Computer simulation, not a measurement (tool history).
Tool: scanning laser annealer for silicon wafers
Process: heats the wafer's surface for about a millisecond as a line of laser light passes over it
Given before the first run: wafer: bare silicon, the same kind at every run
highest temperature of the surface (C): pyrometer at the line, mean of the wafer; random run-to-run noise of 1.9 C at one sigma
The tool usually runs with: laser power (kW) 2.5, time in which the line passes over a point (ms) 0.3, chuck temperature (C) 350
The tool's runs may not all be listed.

run     day  laser power (kW)  time in which the line passes over a point (ms)  chuck temperature (C)  highest temperature of the surface (C)
  1       0               2.5                                              0.3                    350                                    1073
  2   0.912               2.5                                              0.3                    350                                    1073
  3   1.825               2.5                                              0.3                    350                                    1069
  4   2.879               2.5                                              0.3                    350                                    1070
  5   3.892               2.5                                              0.3                    350                                    1070
  6   4.721               2.5                                              0.3                    350                                    1071
  7   5.921               2.5                                              0.3                    350                                    1069
  8   6.496               2.5                                              0.3                    350                                    1073
  9   7.454               2.5                                             0.29                    350                                    1055
 10   8.554             2.411                                              0.3                    350                                    1042
 11   9.275             2.411                                              0.3                    350                                    1040
 12  10.312             2.411                                              0.3                    350                                    1040
 13  11.029               2.5                                              0.3                    350                                    1067
 14  11.838               2.5                                              0.3                    350                                    1064
 15  12.771               2.5                                              0.3                    350                                    1066
 16  13.358             2.685                                              0.3                    383                                    1148
 17  14.496             2.524                                            0.253                    383                                    1045
 18  15.075             2.524                                            0.253                    383                                    1044
 19  15.858             2.524                                            0.253                    383                                    1054
 20  17.062             2.524                                            0.253                    383                                    1054
 21  18.204             2.524                                            0.253                    383                                    1053
 22  19.258             2.155                                              0.3                    346                                     968
 23  20.129             2.303                                            0.287                    350                                    1003
 24  21.208             2.433                                              0.3                    350                                    1054
 25  21.692             2.693                                              0.3                    368                                    1150
 26  22.912              2.25                                              0.3                    386                                    1046
 27    23.7              2.25                                              0.3                    386                                    1047
 28  24.225             2.179                                            0.212                    344                                     881
 29  24.742             2.179                                            0.212                    344                                     880
 30  25.946             2.386                                              0.3                    325                                    1022

Between the runs listed above, the log contained 3 entries, not reproduced here. Where in the sequence does each belong, and how does what the log doesn't record of the tool's condition differ from the listed run before to the listed run after?
Logged between run 13 and run 14: window over the wafer cleaned (day 11.2)
  light that passes the window, % of a clean one's: 98.74 -> 98.36; laser's true power over the reading, %: -0.16 -> -0.17; width of the line over the set one, %: 3.45 -> 3.46
  difference, measured minus the result without the unlogged condition, highest temperature of the surface (C): -23 -> -26
Logged between run 18 and run 19: window over the wafer cleaned, once more (day 15.588)
  light that passes the window, % of a clean one's: 98.21 -> 99.88; width of the line over the set one, %: 3.52 -> 3.53
  difference, measured minus the result without the unlogged condition, highest temperature of the surface (C): -25 -> -14
Logged between run 25 and run 26: optics aligned, line set to its width (day 22.604)
  light that passes the window, % of a clean one's: 99.61 -> 99.56; width of the line over the set one, %: 3.63 -> 0.2
  difference, measured minus the result without the unlogged condition, highest temperature of the surface (C): -19 -> -5

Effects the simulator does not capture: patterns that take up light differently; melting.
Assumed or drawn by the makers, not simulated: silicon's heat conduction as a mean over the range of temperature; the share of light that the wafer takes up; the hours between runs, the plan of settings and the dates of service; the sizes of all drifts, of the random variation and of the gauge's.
